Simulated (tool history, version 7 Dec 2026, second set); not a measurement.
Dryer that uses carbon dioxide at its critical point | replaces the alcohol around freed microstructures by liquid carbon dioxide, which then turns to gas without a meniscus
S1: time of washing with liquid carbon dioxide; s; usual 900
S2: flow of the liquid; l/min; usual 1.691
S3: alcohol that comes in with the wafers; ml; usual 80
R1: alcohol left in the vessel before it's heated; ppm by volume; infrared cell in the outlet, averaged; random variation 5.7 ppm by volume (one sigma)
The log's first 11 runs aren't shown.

{"run": 12, "day": 14.408, "S1": 660, "S2": 1.691, "S3": 80, "R1": 739}
{"run": 13, "day": 15.917, "S1": 900, "S2": 1.48, "S3": 80, "R1": 436}
{"run": 14, "day": 16.854, "S1": 900, "S2": 1.48, "S3": 80, "R1": 446}
{"run": 15, "day": 18.717, "S1": 900, "S2": 1.691, "S3": 80, "R1": 297}
{"run": 16, "day": 19.867, "S1": 900, "S2": 2.0, "S3": 80, "R1": 154}
{"run": 17, "day": 21.488, "S1": 900, "S2": 2.0, "S3": 80, "R1": 176}
{"run": 18, "day": 22.65, "S1": 900, "S2": 2.0, "S3": 80, "R1": 182}
{"run": 19, "day": 23.942, "S1": 900, "S2": 2.0, "S3": 80, "R1": 185}
{"run": 20, "day": 25.233, "S1": 900, "S2": 2.0, "S3": 80, "R1": 191}
{"run": 21, "day": 26.2, "S1": 900, "S2": 2.0, "S3": 80, "R1": 202}
{"day": 27.458, "done": "inlet filter changed"}
{"run": 22, "day": 27.85, "S1": 900, "S2": 2.57, "S3": 99, "R1": 77}

Run 23 comes next. What will it give?
{"run": 23, "day": 29.05, "S1": 1140, "S2": 2.2, "S3": 20, "R1": "?"}

Run 23 gave R1 71 ppm by volume.
Without the tool's hidden state the same run would have given R1 11 ppm by volume.

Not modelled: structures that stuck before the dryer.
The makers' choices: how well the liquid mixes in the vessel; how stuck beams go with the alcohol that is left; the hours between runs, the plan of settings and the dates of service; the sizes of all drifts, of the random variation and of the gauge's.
